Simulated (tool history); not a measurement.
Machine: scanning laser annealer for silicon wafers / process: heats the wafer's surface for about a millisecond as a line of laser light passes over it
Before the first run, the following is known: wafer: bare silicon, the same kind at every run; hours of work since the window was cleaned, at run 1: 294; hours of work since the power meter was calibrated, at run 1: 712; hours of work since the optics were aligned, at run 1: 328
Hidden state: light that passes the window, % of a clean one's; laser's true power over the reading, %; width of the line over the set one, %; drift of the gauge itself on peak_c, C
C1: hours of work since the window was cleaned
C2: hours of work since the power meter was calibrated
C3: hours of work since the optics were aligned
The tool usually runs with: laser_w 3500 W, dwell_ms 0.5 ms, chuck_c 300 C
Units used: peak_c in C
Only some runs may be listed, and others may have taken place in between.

{"run": 1, "hour": 0.0, "laser_w": 3500, "dwell_ms": 0.5, "chuck_c": 300, "C1": 294, "C2": 712, "C3": 328, "peak_c": 1057}
{"run": 2, "hour": 24.4, "laser_w": 3674, "dwell_ms": 0.5, "chuck_c": 300, "C1": 313, "C2": 731, "C3": 347, "peak_c": 1099}
{"hour": 46.5, "done": "window over the wafer cleaned"}
{"run": 3, "hour": 56.2, "laser_w": 3674, "dwell_ms": 0.5, "chuck_c": 300, "C1": 7, "C2": 754, "C3": 370, "peak_c": 1105}
{"run": 4, "hour": 71.9, "laser_w": 3674, "dwell_ms": 0.5, "chuck_c": 300, "C1": 20, "C2": 766, "C3": 382, "peak_c": 1106}
{"run": 5, "hour": 87.9, "laser_w": 3674, "dwell_ms": 0.5, "chuck_c": 300, "C1": 32, "C2": 778, "C3": 394, "peak_c": 1106}
{"run": 6, "hour": 108.3, "laser_w": 3674, "dwell_ms": 0.5, "chuck_c": 300, "C1": 48, "C2": 794, "C3": 410, "peak_c": 1106}
{"run": 7, "hour": 136.3, "laser_w": 3674, "dwell_ms": 0.5, "chuck_c": 300, "C1": 69, "C2": 815, "C3": 431, "peak_c": 1103}
{"run": 8, "hour": 157.9, "laser_w": 3674, "dwell_ms": 0.5, "chuck_c": 300, "C1": 86, "C2": 832, "C3": 448, "peak_c": 1104}
{"run": 9, "hour": 177.1, "laser_w": 3759, "dwell_ms": 0.518, "chuck_c": 308, "C1": 100, "C2": 846, "C3": 463, "peak_c": 1144}
{"run": 10, "hour": 199.2, "laser_w": 3759, "dwell_ms": 0.518, "chuck_c": 308, "C1": 117, "C2": 863, "C3": 480, "peak_c": 1147}
{"run": 11, "hour": 220.8, "laser_w": 3759, "dwell_ms": 0.518, "chuck_c": 308, "C1": 134, "C2": 880, "C3": 496, "peak_c": 1145}
{"run": 12, "hour": 242.4, "laser_w": 3316, "dwell_ms": 0.479, "chuck_c": 263, "C1": 151, "C2": 897, "C3": 513, "peak_c": 959}
{"run": 13, "hour": 266.5, "laser_w": 3636, "dwell_ms": 0.602, "chuck_c": 280, "C1": 169, "C2": 915, "C3": 531, "peak_c": 1154}
{"run": 14, "hour": 289.0, "laser_w": 3500, "dwell_ms": 0.38, "chuck_c": 262, "C1": 186, "C2": 932, "C3": 549, "peak_c": 917}
{"run": 15, "hour": 317.5, "laser_w": 3500, "dwell_ms": 0.38, "chuck_c": 262, "C1": 208, "C2": 954, "C3": 571, "peak_c": 917}

Alternative continuations, all from the tool just after run 15; predict every row:
{"run": "A", "hour": 330.4, "laser_w": 3500, "dwell_ms": 0.446, "chuck_c": 262, "C1": 218, "C2": 964, "C3": 581, "peak_c": "?"}
{"run": "B", "hour": 330.4, "laser_w": 3500, "dwell_ms": 0.387, "chuck_c": 321, "C1": 218, "C2": 964, "C3": 581, "peak_c": "?"}
{"run": "C", "hour": 330.4, "laser_w": 3500, "dwell_ms": 0.58, "chuck_c": 300, "C1": 218, "C2": 964, "C3": 581, "peak_c": "?"}

run=A peak_c=977
run=B peak_c=982
run=C peak_c=1118
With the hidden condition removed and each run's random variation left untouched, the same runs would have given:
run=A peak_c=988
run=B peak_c=992
run=C peak_c=1131

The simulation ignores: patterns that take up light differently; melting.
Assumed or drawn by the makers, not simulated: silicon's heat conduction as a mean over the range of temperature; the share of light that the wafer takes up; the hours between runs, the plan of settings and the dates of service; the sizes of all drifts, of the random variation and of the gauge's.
